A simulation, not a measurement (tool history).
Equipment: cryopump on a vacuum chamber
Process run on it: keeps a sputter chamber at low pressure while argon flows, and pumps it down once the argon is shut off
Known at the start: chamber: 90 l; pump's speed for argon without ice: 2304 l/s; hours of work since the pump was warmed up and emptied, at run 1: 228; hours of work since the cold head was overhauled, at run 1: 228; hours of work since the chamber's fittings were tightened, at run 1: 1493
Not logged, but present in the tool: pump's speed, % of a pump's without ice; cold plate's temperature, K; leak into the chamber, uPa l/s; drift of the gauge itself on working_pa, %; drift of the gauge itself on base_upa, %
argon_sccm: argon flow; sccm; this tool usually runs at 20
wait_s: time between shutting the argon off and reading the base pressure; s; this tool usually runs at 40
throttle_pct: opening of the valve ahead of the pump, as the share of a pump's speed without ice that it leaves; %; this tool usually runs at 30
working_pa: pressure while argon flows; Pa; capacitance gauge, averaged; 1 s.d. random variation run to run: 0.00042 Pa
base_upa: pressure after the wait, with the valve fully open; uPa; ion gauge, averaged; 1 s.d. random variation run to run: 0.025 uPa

run	day	argon_sccm	wait_s	throttle_pct	hours of work since the pump was warmed up and emptied	hours of work since the cold head was overhauled	hours of work since the chamber's fittings were tightened	working_pa	base_upa
1	0.000	20	40	30	228	228	1493	0.0502	2.04
2	4.167	20	40	30	299	299	1563	0.0502	2.14
3	7.229	20	40	30	350	350	1615	0.0512	2.20
4	9.983	20	40	30	397	397	1662	0.0510	2.26
5	11.896	20	40	26	429	429	1694	0.0584	2.25
# day 15.779: leaking fittings of the chamber tightened, without venting
6	15.779	20	40	30	494	494	0	0.0518	1.04
7	19.950	20	40	30	564	564	71	0.0536	1.15
8	22.496	20	40	30	607	607	114	0.0527	1.22
9	24.892	20	47	30	648	648	154	0.0538	1.11
# day 27.400: pump warmed up, emptied and cooled again
10	29.050	20	40	30	28	715	221	0.0493	1.21
11	30.954	20	40	30	60	747	253	0.0494	1.20
12	32.700	20	40	30	90	776	283	0.0490	1.30
13	35.442	20	40	25	136	823	329	0.0591	1.30
14	38.525	20	40	30	188	875	381	0.0500	1.34
15	40.817	20	40	30	227	914	420	0.0502	1.34
16	44.846	20	40	30	295	982	488	0.0501	1.41
17	48.900	19	40	30	364	1050	557	0.0486	1.49
18	51.192	19	40	30	402	1089	595	0.0485	1.43
19	53.692	34	37	47	445	1131	638	0.0578	1.60
20	56.146	30	43	47	486	1173	679	0.0508	1.48
21	58.108	30	282	23	519	1206	712	0.1009	0.88
22	61.246	13	56	30	572	1259	766	0.0350	1.45
23	63.858	20	41	30	617	1303	810	0.0529	1.71
24	66.300	37	31	53	658	1345	851	0.0589	2.00
# day 68.454: pump warmed up, emptied and cooled again
25	68.483	37	113	28	0	1378	884	0.0975	1.01
26	72.662	37	113	28	71	1449	955	0.0975	1.10
27	74.908	37	113	28	109	1487	993	0.0989	1.13
28	79.042	37	113	28	179	1557	1063	0.0998	1.19
29	81.796	37	40	30	226	1603	1110	0.0935	1.80
30	85.621	11	119	52	290	1668	1174	0.0166	1.25
31	89.646	8	222	20	358	1736	1242	0.0299	1.22
32	93.517	8	222	20	424	1802	1308	0.0298	1.26
33	95.638	10	222	20	460	1837	1344	0.0382	1.32

Each row is a separate what-if for the run after 33, all from the same tool condition, not one after another. Results?
A	97.500	12	180	45	491	1869	1375	?	?
B	97.500	34	89	16	491	1869	1375	?	?
C	97.500	10	222	21	491	1869	1375	?	?
D	97.500	34	40	30	491	1869	1375	?	?
E	97.500	21	222	19	491	1869	1375	?	?

run	working_pa	base_upa
A	0.0211	1.38
B	0.1611	1.62
C	0.0362	1.36
D	0.0888	2.06
E	0.0849	1.36
With no hidden state in the tool, these same runs would have given:
run	working_pa	base_upa
A	0.0192	0.30
B	0.1556	0.54
C	0.0346	0.32
D	0.0833	1.00
E	0.0815	0.28
